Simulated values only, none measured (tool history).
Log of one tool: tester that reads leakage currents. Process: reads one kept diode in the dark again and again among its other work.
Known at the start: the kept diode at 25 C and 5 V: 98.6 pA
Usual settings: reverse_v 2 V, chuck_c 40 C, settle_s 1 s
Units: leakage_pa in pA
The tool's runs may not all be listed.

run    hour  reverse_v  chuck_c  settle_s  leakage_pa
  1       0          2       40         1      216.44
  2    55.6          2       40         1       217.6
  3   126.6          2       40      0.94      217.61
  4   181.4          2       40      0.94       218.7
  5     242          2       40      0.94      220.78
  6     317          2       40      0.94      219.27
  7     377          2       40         1      219.78
  8   446.5          2       40         1      221.57
  9   510.8          2       40         1      222.99
 10   550.3          2       40         1      223.01
 11   582.6          2       40         1      222.96
 12   636.2          2       41         1         239
 13   677.8          2       41         1      240.27
 14   710.5          2       40      1.06      225.35
 15   765.5          2       40      1.06      226.36
 16   806.9       5.79       45      0.43      441.88
 17   846.1       5.79       44       2.8      411.31
      853.8  -- probe card cleaned and baked
 18   924.6       5.79       44       2.8      413.68
 19   995.8       1.53       40      1.92      208.53
 20  1035.2          2       22      2.55       67.87
 21  1099.3          2       22      2.55       67.69
     1162.5  -- probe card cleaned and baked, once more
 22  1177.6       4.64       47      8.37      464.81
 23  1215.7       4.64       47      8.37      465.31
     1238.1  -- chuck's temperature calibrated
 24    1249        4.7       40      1.85      270.05
 25  1284.5        4.7       40      1.85      271.18
 26  1326.6        4.7       40      1.85      272.23
 27  1358.5        4.7       40      1.85      272.07
 28  1418.1        4.7       59      1.85      880.31
 29  1452.6          2       21      0.96       56.23

Forecast each of these 4 alternatives for the next run:
  A  1492.5       9.21       40         1           ?
  B  1492.5          2       50      0.47           ?
  C  1492.5          2       21      6.82           ?
  D  1492.5       3.95       34      1.27           ?

run  leakage_pa
  A      341.93
  B      395.03
  C       55.31
  D      174.59
Without the tool's hidden state the same runs would have given:
run  leakage_pa
  A      340.38
  B      394.72
  C       54.87
  D      173.78

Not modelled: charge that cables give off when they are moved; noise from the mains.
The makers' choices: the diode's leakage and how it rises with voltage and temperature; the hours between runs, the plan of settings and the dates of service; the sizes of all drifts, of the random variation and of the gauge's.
